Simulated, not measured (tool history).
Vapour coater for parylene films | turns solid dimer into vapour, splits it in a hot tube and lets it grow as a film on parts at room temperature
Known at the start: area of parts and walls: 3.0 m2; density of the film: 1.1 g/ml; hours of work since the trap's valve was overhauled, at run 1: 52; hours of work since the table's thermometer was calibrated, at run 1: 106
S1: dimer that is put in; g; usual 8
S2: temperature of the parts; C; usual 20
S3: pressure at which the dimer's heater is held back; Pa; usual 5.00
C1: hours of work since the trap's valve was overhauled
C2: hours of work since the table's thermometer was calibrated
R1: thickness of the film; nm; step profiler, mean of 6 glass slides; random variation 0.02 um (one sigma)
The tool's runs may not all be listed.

{"run": 1, "day": 0.0, "S1": 8, "S2": 20, "S3": 5.0, "C1": 52, "C2": 106, "R1": 1750}
{"run": 2, "day": 0.812, "S1": 8, "S2": 20, "S3": 11.48, "C1": 65, "C2": 119, "R1": 1620}
{"run": 3, "day": 1.608, "S1": 8, "S2": 20, "S3": 10.35, "C1": 78, "C2": 133, "R1": 1690}
{"run": 4, "day": 2.562, "S1": 12, "S2": 20, "S3": 5.0, "C1": 95, "C2": 149, "R1": 2640}
{"run": 5, "day": 3.092, "S1": 12, "S2": 20, "S3": 2.08, "C1": 103, "C2": 157, "R1": 2840}
{"run": 6, "day": 3.796, "S1": 8, "S2": 20, "S3": 5.0, "C1": 115, "C2": 169, "R1": 1740}
{"run": 7, "day": 4.442, "S1": 8, "S2": 20, "S3": 5.0, "C1": 126, "C2": 180, "R1": 1710}
{"run": 8, "day": 4.904, "S1": 8, "S2": 20, "S3": 2.38, "C1": 134, "C2": 188, "R1": 1830}
{"run": 9, "day": 5.321, "S1": 11, "S2": 20, "S3": 2.38, "C1": 141, "C2": 195, "R1": 2590}
{"run": 10, "day": 6.058, "S1": 11, "S2": 20, "S3": 2.38, "C1": 153, "C2": 207, "R1": 2540}
{"run": 11, "day": 6.929, "S1": 11, "S2": 20, "S3": 2.38, "C1": 168, "C2": 222, "R1": 2530}
{"run": 12, "day": 7.525, "S1": 8, "S2": 20, "S3": 10.57, "C1": 178, "C2": 232, "R1": 1640}
{"run": 13, "day": 8.158, "S1": 7, "S2": 20, "S3": 5.0, "C1": 188, "C2": 242, "R1": 1540}
{"run": 14, "day": 8.8, "S1": 8, "S2": 14, "S3": 5.0, "C1": 199, "C2": 253, "R1": 2310}
{"run": 15, "day": 9.462, "S1": 11, "S2": 12, "S3": 2.26, "C1": 210, "C2": 264, "R1": 3140}
{"run": 16, "day": 10.346, "S1": 8, "S2": 16, "S3": 3.28, "C1": 225, "C2": 279, "R1": 2220}
{"day": 10.45, "done": "table's thermometer calibrated"}
{"run": 17, "day": 11.292, "S1": 8, "S2": 13, "S3": 4.12, "C1": 240, "C2": 14, "R1": 2260}
{"run": 18, "day": 11.942, "S1": 8, "S2": 13, "S3": 3.01, "C1": 251, "C2": 25, "R1": 2310}
{"run": 19, "day": 12.879, "S1": 8, "S2": 13, "S3": 3.01, "C1": 267, "C2": 41, "R1": 2300}

Run 20 comes next. What will it give?
{"run": 20, "day": 13.583, "S1": 8, "S2": 13, "S3": 3.01, "C1": 279, "C2": 53, "R1": "?"}

R1: 2220 nm
Without the tool's hidden state the same run would have given R1 2330 nm.

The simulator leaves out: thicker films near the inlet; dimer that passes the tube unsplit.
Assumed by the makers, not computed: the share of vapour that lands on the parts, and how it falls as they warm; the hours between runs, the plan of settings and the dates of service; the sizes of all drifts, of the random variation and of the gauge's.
